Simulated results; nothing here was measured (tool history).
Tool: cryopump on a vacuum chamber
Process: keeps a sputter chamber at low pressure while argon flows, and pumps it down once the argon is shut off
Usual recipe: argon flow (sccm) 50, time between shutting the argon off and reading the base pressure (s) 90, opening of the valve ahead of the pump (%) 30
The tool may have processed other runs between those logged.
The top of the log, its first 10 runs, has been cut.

run	hour	argon flow (sccm)	time between shutting the argon off and reading the base pressure (s)	opening of the valve ahead of the pump (%)	hours of work since the pump was warmed up and emptied	hours of work since the cold head was overhauled	hours of work since the chamber's fittings were tightened	pressure while argon flows (Pa)	pressure after the wait (uPa)
11	795.0	51	90	30	648	648	1427	0.1518	1.13
12	876.7	50	90	30	700	700	1478	0.1485	1.15
13	962.4	50	90	30	754	754	1533	0.1495	1.16
14	1071.8	50	90	30	824	824	1602	0.1512	1.27
# hour 1106.5: pump warmed up, emptied and cooled again
15	1167.7	50	90	30	39	881	1660	0.1440	1.12
16	1217.8	50	90	30	70	913	1691	0.1433	1.15
17	1311.9	50	90	30	130	973	1751	0.1428	1.20
18	1365.2	50	275	54	164	1007	1785	0.0813	0.91
19	1421.8	20	100	56	200	1042	1821	0.0316	1.21
20	1469.4	20	100	20	230	1073	1851	0.0863	1.18
21	1540.8	50	131	16	275	1118	1896	0.2710	1.15
22	1620.5	36	294	21	326	1168	1947	0.1484	1.02
23	1700.0	24	77	32	376	1219	1997	0.0652	1.41
24	1752.9	24	77	32	410	1252	2030	0.0660	1.44
25	1819.5	50	141	30	452	1294	2073	0.1473	1.21
26	1896.9	26	43	24	501	1344	2122	0.0959	1.80
27	2004.4	26	43	24	569	1412	2190	0.0958	1.89
28	2110.4	72	28	31	636	1479	2257	0.2085	2.43
29	2182.0	31	257	33	682	1524	2302	0.0853	1.24
30	2293.3	75	90	30	752	1595	2373	0.2269	1.53
31	2351.8	59	23	30	789	1632	2410	0.1792	2.72
# hour 2446.4: pump warmed up, emptied and cooled again
32	2451.8	59	23	30	3	1692	2470	0.1671	2.67
33	2566.2	26	191	21	76	1765	2543	0.1061	1.25
34	2678.1	97	21	52	147	1835	2614	0.1642	2.81

Branching from run 34: 3 alternative next runs. What would each branch give?
A	2769.0	50	90	48	204	1893	2671	?	?
B	2769.0	45	56	36	204	1893	2671	?	?
C	2769.0	97	51	37	204	1893	2671	?	?

run	pressure while argon flows (Pa)	pressure after the wait (uPa)
A	0.0917	1.49
B	0.1089	1.76
C	0.2281	1.85
Had the tool no hidden state, the same runs would have come out as:
run	pressure while argon flows (Pa)	pressure after the wait (uPa)
A	0.0888	0.54
B	0.1064	0.80
C	0.2227	0.88
